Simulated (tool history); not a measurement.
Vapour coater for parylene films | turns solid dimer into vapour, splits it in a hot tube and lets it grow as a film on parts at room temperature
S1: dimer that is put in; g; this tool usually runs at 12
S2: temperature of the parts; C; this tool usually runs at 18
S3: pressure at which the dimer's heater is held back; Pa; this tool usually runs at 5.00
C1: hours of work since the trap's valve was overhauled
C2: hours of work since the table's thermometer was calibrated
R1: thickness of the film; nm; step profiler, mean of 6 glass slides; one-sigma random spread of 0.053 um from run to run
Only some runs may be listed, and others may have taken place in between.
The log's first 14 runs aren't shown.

{"run": 15, "day": 7.208, "S1": 7, "S2": 18, "S3": 5.0, "C1": 15, "C2": 329, "R1": 3630}
{"run": 16, "day": 7.525, "S1": 7, "S2": 19, "S3": 5.0, "C1": 20, "C2": 333, "R1": 3460}
{"run": 17, "day": 7.933, "S1": 5, "S2": 19, "S3": 5.0, "C1": 26, "C2": 339, "R1": 2450}
{"run": 18, "day": 8.562, "S1": 11, "S2": 23, "S3": 5.0, "C1": 35, "C2": 348, "R1": 4590}
{"run": 19, "day": 8.896, "S1": 6, "S2": 16, "S3": 8.96, "C1": 40, "C2": 353, "R1": 3200}
{"run": 20, "day": 9.554, "S1": 6, "S2": 16, "S3": 8.96, "C1": 49, "C2": 362, "R1": 3220}
{"run": 21, "day": 10.188, "S1": 15, "S2": 18, "S3": 5.0, "C1": 58, "C2": 371, "R1": 7660}
{"run": 22, "day": 10.538, "S1": 7, "S2": 13, "S3": 5.0, "C1": 63, "C2": 376, "R1": 4460}
{"run": 23, "day": 11.025, "S1": 9, "S2": 17, "S3": 11.4, "C1": 70, "C2": 383, "R1": 4370}
{"run": 24, "day": 11.633, "S1": 13, "S2": 22, "S3": 5.0, "C1": 79, "C2": 392, "R1": 5550}
{"run": 25, "day": 11.958, "S1": 17, "S2": 14, "S3": 5.0, "C1": 84, "C2": 397, "R1": 10310}
{"run": 26, "day": 12.512, "S1": 16, "S2": 21, "S3": 4.44, "C1": 92, "C2": 405, "R1": 7220}
{"run": 27, "day": 13.146, "S1": 10, "S2": 25, "S3": 2.59, "C1": 101, "C2": 414, "R1": 4030}
{"run": 28, "day": 13.754, "S1": 10, "S2": 11, "S3": 3.85, "C1": 110, "C2": 423, "R1": 7010}
{"run": 29, "day": 14.438, "S1": 10, "S2": 11, "S3": 3.85, "C1": 119, "C2": 433, "R1": 7020}
{"run": 30, "day": 14.888, "S1": 19, "S2": 18, "S3": 5.0, "C1": 126, "C2": 439, "R1": 9580}

Run 31 is up next; what results do you expect?
{"run": 31, "day": 15.333, "S1": 19, "S2": 18, "S3": 6.87, "C1": 132, "C2": 445, "R1": "?"}

{"run 31": {"R1": 9290}}
With the hidden condition absent and the run-to-run variation left alone, this run would have shown R1 9550 nm.
